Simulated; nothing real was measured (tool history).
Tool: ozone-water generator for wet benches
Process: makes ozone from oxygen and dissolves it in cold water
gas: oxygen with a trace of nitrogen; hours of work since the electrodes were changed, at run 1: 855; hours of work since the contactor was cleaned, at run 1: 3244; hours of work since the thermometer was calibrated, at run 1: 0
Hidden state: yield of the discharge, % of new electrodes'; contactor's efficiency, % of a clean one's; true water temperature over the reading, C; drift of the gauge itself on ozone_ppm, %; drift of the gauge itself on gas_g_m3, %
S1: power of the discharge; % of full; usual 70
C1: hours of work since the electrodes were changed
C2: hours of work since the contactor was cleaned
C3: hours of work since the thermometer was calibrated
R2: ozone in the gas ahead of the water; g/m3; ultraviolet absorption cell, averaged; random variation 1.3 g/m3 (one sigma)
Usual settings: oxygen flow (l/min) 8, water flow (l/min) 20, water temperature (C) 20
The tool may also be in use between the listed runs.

Run 1, hour 0: usual settings; C1 855; C2 3244; C3 0. Result: dissolved ozone (ppm) 26.6, R2 228.1 g/m3.
Run 2, hour 44.6: usual settings; C1 894; C2 3282; C3 39. Result: dissolved ozone (ppm) 26.2, R2 226.2 g/m3.
Run 3, hour 82.3: usual settings; C1 927; C2 3315; C3 71. Result: dissolved ozone (ppm) 26.2, R2 227.6 g/m3.
Run 4, hour 138.1: usual settings but water flow (l/min) 21; C1 975; C2 3363; C3 120. Result: dissolved ozone (ppm) 25.4, R2 224.5 g/m3.
Run 5, hour 166.9: usual settings but S1 73 % of full, water flow (l/min) 21; C1 1000; C2 3388; C3 145. Result: dissolved ozone (ppm) 26.1, R2 231.2 g/m3.
Run 6, hour 198.7: usual settings but S1 73 % of full, water flow (l/min) 16; C1 1028; C2 3416; C3 172. Result: dissolved ozone (ppm) 32, R2 232.2 g/m3.
Run 7, hour 254.3: usual settings but S1 73 % of full, water flow (l/min) 16; C1 1076; C2 3464; C3 221. Result: dissolved ozone (ppm) 31.8, R2 232 g/m3.
Run 8, hour 298.6: usual settings but S1 73 % of full, water flow (l/min) 16; C1 1115; C2 3503; C3 259. Result: dissolved ozone (ppm) 31.1, R2 228.2 g/m3.
Run 9, hour 339.4: usual settings but S1 73 % of full, water flow (l/min) 16; C1 1150; C2 3538; C3 295. Result: dissolved ozone (ppm) 31.5, R2 230 g/m3.
Run 10, hour 381.9: usual settings; C1 1187; C2 3575; C3 331. Result: dissolved ozone (ppm) 25.8, R2 225 g/m3.
At hour 390.4: contactor cleaned.
Run 11, hour 443.5: usual settings but S1 56 % of full, water flow (l/min) 22; C1 1237; C2 46; C3 381. Result: dissolved ozone (ppm) 20.7, R2 198.9 g/m3.
Run 12, hour 503.7: usual settings but S1 56 % of full, water temperature (C) 16; C1 1289; C2 98; C3 434. Result: dissolved ozone (ppm) 23.9, R2 195.4 g/m3.
Run 13, hour 531.3: usual settings but S1 54 % of full, water flow (l/min) 18; C1 1313; C2 122; C3 458. Result: dissolved ozone (ppm) 23.7, R2 193.6 g/m3.
Run 14, hour 588: usual settings but oxygen flow (l/min) 5.42; C1 1362; C2 171; C3 507. Result: dissolved ozone (ppm) 27.8, R2 294.4 g/m3.
Run 15, hour 644.8: usual settings but oxygen flow (l/min) 10.52, water temperature (C) 16; C1 1412; C2 221; C3 556. Result: dissolved ozone (ppm) 25.5, R2 184.6 g/m3.
Run 16, hour 685.8: usual settings but water temperature (C) 18; C1 1447; C2 256; C3 592. Result: dissolved ozone (ppm) 26.4, R2 221.6 g/m3.

Run 17 comes next. What will it give?
Run 17, hour 723: usual settings but S1 41 % of full, oxygen flow (l/min) 5.92, water flow (l/min) 18, water temperature (C) 13; C1 1480; C2 289; C3 624. Result: dissolved ozone (ppm) ?, R2 ?.

{"run 17": {"dissolved ozone (ppm)": 24.7, "R2": 203.3}}
Without the tool's hidden state the same run would have given dissolved ozone (ppm) 27.1, R2 212.9 g/m3.
